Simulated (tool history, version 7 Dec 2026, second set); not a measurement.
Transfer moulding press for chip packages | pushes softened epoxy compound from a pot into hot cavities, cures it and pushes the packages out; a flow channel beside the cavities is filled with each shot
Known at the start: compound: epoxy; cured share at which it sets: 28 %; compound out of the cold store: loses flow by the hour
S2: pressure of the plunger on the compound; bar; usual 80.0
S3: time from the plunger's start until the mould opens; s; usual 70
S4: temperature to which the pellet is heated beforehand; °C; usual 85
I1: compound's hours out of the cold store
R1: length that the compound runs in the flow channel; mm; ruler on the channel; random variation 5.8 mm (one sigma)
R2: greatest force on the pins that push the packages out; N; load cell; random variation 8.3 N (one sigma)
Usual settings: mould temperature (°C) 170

{"run": 1, "hour": 0.0, "mould temperature (°C)": 170, "S2": 80.0, "S3": 70, "S4": 85, "I1": 10.9, "R1": 727, "R2": 356}
{"run": 2, "hour": 8.4, "mould temperature (°C)": 170, "S2": 80.0, "S3": 70, "S4": 85, "I1": 44.4, "R1": 616, "R2": 338}
{"run": 3, "hour": 20.5, "mould temperature (°C)": 170, "S2": 80.0, "S3": 70, "S4": 85, "I1": 28.8, "R1": 669, "R2": 381}
{"run": 4, "hour": 31.2, "mould temperature (°C)": 170, "S2": 80.0, "S3": 70, "S4": 85, "I1": 36.7, "R1": 640, "R2": 390}
{"run": 5, "hour": 38.4, "mould temperature (°C)": 170, "S2": 80.0, "S3": 70, "S4": 85, "I1": 45.3, "R1": 617, "R2": 392}
{"run": 6, "hour": 49.3, "mould temperature (°C)": 170, "S2": 80.0, "S3": 70, "S4": 85, "I1": 27.7, "R1": 663, "R2": 417}
{"run": 7, "hour": 62.0, "mould temperature (°C)": 170, "S2": 80.0, "S3": 70, "S4": 85, "I1": 8.9, "R1": 731, "R2": 471}
{"run": 8, "hour": 74.7, "mould temperature (°C)": 170, "S2": 80.0, "S3": 70, "S4": 85, "I1": 34.3, "R1": 648, "R2": 416}
{"run": 9, "hour": 80.6, "mould temperature (°C)": 170, "S2": 80.0, "S3": 70, "S4": 85, "I1": 28.5, "R1": 654, "R2": 439}
{"run": 10, "hour": 88.2, "mould temperature (°C)": 170, "S2": 80.0, "S3": 70, "S4": 85, "I1": 41.9, "R1": 617, "R2": 460}
{"hour": 90.8, "done": "cavities cleaned with cleaning compound and waxed"}
{"run": 11, "hour": 101.3, "mould temperature (°C)": 170, "S2": 80.0, "S3": 70, "S4": 85, "I1": 15.5, "R1": 705, "R2": 496}
{"run": 12, "hour": 108.7, "mould temperature (°C)": 170, "S2": 80.0, "S3": 70, "S4": 85, "I1": 18.4, "R1": 697, "R2": 517}
{"run": 13, "hour": 116.8, "mould temperature (°C)": 170, "S2": 88.2, "S3": 70, "S4": 85, "I1": 37.2, "R1": 649, "R2": 484}
{"run": 14, "hour": 125.5, "mould temperature (°C)": 170, "S2": 88.2, "S3": 70, "S4": 85, "I1": 9.7, "R1": 750, "R2": 513}
{"run": 15, "hour": 131.4, "mould temperature (°C)": 170, "S2": 80.0, "S3": 70, "S4": 81, "I1": 15.9, "R1": 696, "R2": 544}
{"run": 16, "hour": 140.9, "mould temperature (°C)": 170, "S2": 80.0, "S3": 70, "S4": 81, "I1": 19.9, "R1": 692, "R2": 540}
{"hour": 150.8, "done": "cavities cleaned with cleaning compound and waxed, once more"}
{"run": 17, "hour": 153.7, "mould temperature (°C)": 170, "S2": 80.0, "S3": 70, "S4": 81, "I1": 12.4, "R1": 718, "R2": 374}
{"run": 18, "hour": 161.9, "mould temperature (°C)": 170, "S2": 61.7, "S3": 70, "S4": 77, "I1": 10.0, "R1": 635, "R2": 401}
{"run": 19, "hour": 169.7, "mould temperature (°C)": 170, "S2": 61.7, "S3": 53, "S4": 77, "I1": 17.2, "R1": 601, "R2": 831}
{"run": 20, "hour": 177.9, "mould temperature (°C)": 174, "S2": 99.0, "S3": 92, "S4": 85, "I1": 18.8, "R1": 756, "R2": 273}
{"run": 21, "hour": 189.8, "mould temperature (°C)": 174, "S2": 99.0, "S3": 92, "S4": 85, "I1": 37.9, "R1": 683, "R2": 270}
{"run": 22, "hour": 200.9, "mould temperature (°C)": 174, "S2": 72.7, "S3": 63, "S4": 87, "I1": 31.2, "R1": 597, "R2": 406}
{"run": 23, "hour": 210.0, "mould temperature (°C)": 164, "S2": 80.0, "S3": 84, "S4": 84, "I1": 41.9, "R1": 630, "R2": 423}
{"run": 24, "hour": 220.2, "mould temperature (°C)": 164, "S2": 78.3, "S3": 84, "S4": 84, "I1": 16.1, "R1": 712, "R2": 471}
{"run": 25, "hour": 231.3, "mould temperature (°C)": 170, "S2": 91.4, "S3": 107, "S4": 82, "I1": 37.0, "R1": 666, "R2": 318}

Forecast run 26:
{"hour": 240.8, "done": "cavities cleaned with cleaning compound and waxed"}
{"run": 26, "hour": 242.3, "mould temperature (°C)": 170, "S2": 83.2, "S3": 60, "S4": 94, "I1": 29.6, "R1": "?", "R2": "?"}

R1: 649 mm
R2: 472 N
Without the tool's hidden state the same run would have given R1 710 mm, R2 475 N.

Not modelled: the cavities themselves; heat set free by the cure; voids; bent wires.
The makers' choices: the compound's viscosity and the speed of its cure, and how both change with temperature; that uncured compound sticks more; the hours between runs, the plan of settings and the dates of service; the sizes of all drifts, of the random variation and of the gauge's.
